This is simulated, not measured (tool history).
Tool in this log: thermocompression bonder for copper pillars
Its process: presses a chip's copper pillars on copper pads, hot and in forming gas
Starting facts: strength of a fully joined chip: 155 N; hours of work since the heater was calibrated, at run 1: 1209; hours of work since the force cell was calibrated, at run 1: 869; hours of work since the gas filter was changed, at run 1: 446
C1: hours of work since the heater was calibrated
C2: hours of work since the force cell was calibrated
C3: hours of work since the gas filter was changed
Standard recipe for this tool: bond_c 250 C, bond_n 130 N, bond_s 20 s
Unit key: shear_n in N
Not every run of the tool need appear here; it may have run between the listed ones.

Run 1, hour 0.0: usual settings; C1 1209; C2 869; C3 446. Result: shear_n 85.9 N.
At hour 5.5: forming gas filter changed.
Run 2, hour 27.0: usual settings; C1 1219; C2 879; C3 9. Result: shear_n 85.2 N.
Run 3, hour 61.6: usual settings; C1 1233; C2 893; C3 23. Result: shear_n 84.1 N.
Run 4, hour 114.2: usual settings; C1 1254; C2 914; C3 44. Result: shear_n 86.1 N.
Run 5, hour 146.3: usual settings; C1 1267; C2 927; C3 56. Result: shear_n 85.4 N.
Run 6, hour 176.1: usual settings; C1 1279; C2 939; C3 68. Result: shear_n 84.6 N.
Run 7, hour 229.1: usual settings; C1 1300; C2 961; C3 90. Result: shear_n 85.1 N.
Run 8, hour 271.7: usual settings; C1 1317; C2 978; C3 107. Result: shear_n 85.3 N.
Run 9, hour 303.2: usual settings but bond_n 112 N; C1 1330; C2 990; C3 119. Result: shear_n 79.1 N.
Run 10, hour 338.8: usual settings; C1 1344; C2 1005; C3 134. Result: shear_n 84.3 N.
Run 11, hour 391.3: usual settings; C1 1365; C2 1026; C3 155. Result: shear_n 84.5 N.
Run 12, hour 430.6: usual settings; C1 1381; C2 1041; C3 171. Result: shear_n 87.7 N.
Run 13, hour 461.7: usual settings; C1 1394; C2 1054; C3 183. Result: shear_n 85.6 N.
Run 14, hour 494.8: usual settings but bond_n 106 N; C1 1407; C2 1067; C3 196. Result: shear_n 75.4 N.
Run 15, hour 520.6: usual settings but bond_n 106 N; C1 1417; C2 1078; C3 207. Result: shear_n 75.8 N.
Run 16, hour 560.1: usual settings but bond_c 249 C, bond_n 106 N, bond_s 30 s; C1 1433; C2 1093; C3 222. Result: shear_n 84.7 N.
Run 17, hour 591.4: usual settings but bond_c 272 C, bond_n 89 N, bond_s 27 s; C1 1446; C2 1106; C3 235. Result: shear_n 101.2 N.
Run 18, hour 647.4: usual settings but bond_c 229 C, bond_n 81 N, bond_s 49 s; C1 1468; C2 1128; C3 258. Result: shear_n 65.2 N.
Run 19, hour 697.3: usual settings but bond_c 259 C, bond_n 81 N, bond_s 34 s; C1 1488; C2 1148; C3 278. Result: shear_n 87.2 N.
Run 20, hour 751.8: usual settings but bond_c 274 C, bond_n 175 N, bond_s 24 s; C1 1510; C2 1170; C3 299. Result: shear_n 129.0 N.
Run 21, hour 813.9: usual settings but bond_c 275 C, bond_n 188 N, bond_s 15 s; C1 1535; C2 1195; C3 324. Result: shear_n 122.7 N.
Run 22, hour 868.4: usual settings but bond_c 237 C, bond_n 176 N, bond_s 41 s; C1 1557; C2 1217; C3 346. Result: shear_n 105.0 N.
Run 23, hour 900.0: usual settings but bond_n 152 N; C1 1569; C2 1230; C3 359. Result: shear_n 90.7 N.
At hour 920.5: heater calibrated with a thermocouple chip.
Run 24, hour 963.1: usual settings but bond_c 248 C, bond_n 176 N; C1 17; C2 1254; C3 383. Result: shear_n 98.0 N.
Run 25, hour 1009.7: usual settings but bond_c 248 C, bond_n 176 N; C1 36; C2 1273; C3 402. Result: shear_n 97.5 N.
Run 26, hour 1071.0: usual settings but bond_c 247 C, bond_n 146 N, bond_s 10 s; C1 60; C2 1298; C3 427. Result: shear_n 67.5 N.
Run 27, hour 1104.5: usual settings but bond_c 247 C, bond_n 146 N, bond_s 10 s; C1 74; C2 1311; C3 440. Result: shear_n 68.2 N.
At hour 1121.9: forming gas filter changed.
Run 28, hour 1144.2: usual settings but bond_c 249 C, bond_n 104 N, bond_s 36 s; C1 90; C2 1327; C3 9. Result: shear_n 92.0 N.
Run 29, hour 1175.8: usual settings but bond_c 249 C, bond_n 104 N, bond_s 36 s; C1 102; C2 1339; C3 22. Result: shear_n 90.0 N.

Predict each of these 4 candidate next runs independently; none follows another, all start after run 29:
Run A, hour 1223.0: usual settings; C1 121; C2 1358; C3 41. Result: shear_n ?.
Run B, hour 1223.0: usual settings but bond_c 221 C, bond_n 116 N, bond_s 14 s; C1 121; C2 1358; C3 41. Result: shear_n ?.
Run C, hour 1223.0: usual settings but bond_c 221 C, bond_n 118 N, bond_s 25 s; C1 121; C2 1358; C3 41. Result: shear_n ?.
Run D, hour 1223.0: usual settings but bond_c 267 C, bond_n 109 N, bond_s 36 s; C1 121; C2 1358; C3 41. Result: shear_n ?.

run  shear_n
  A     86.3
  B     43.0
  C     54.1
  D    113.1
Without the tool's hidden state the same runs would have given:
run  shear_n
  A     86.5
  B     43.1
  C     54.2
  D    113.2
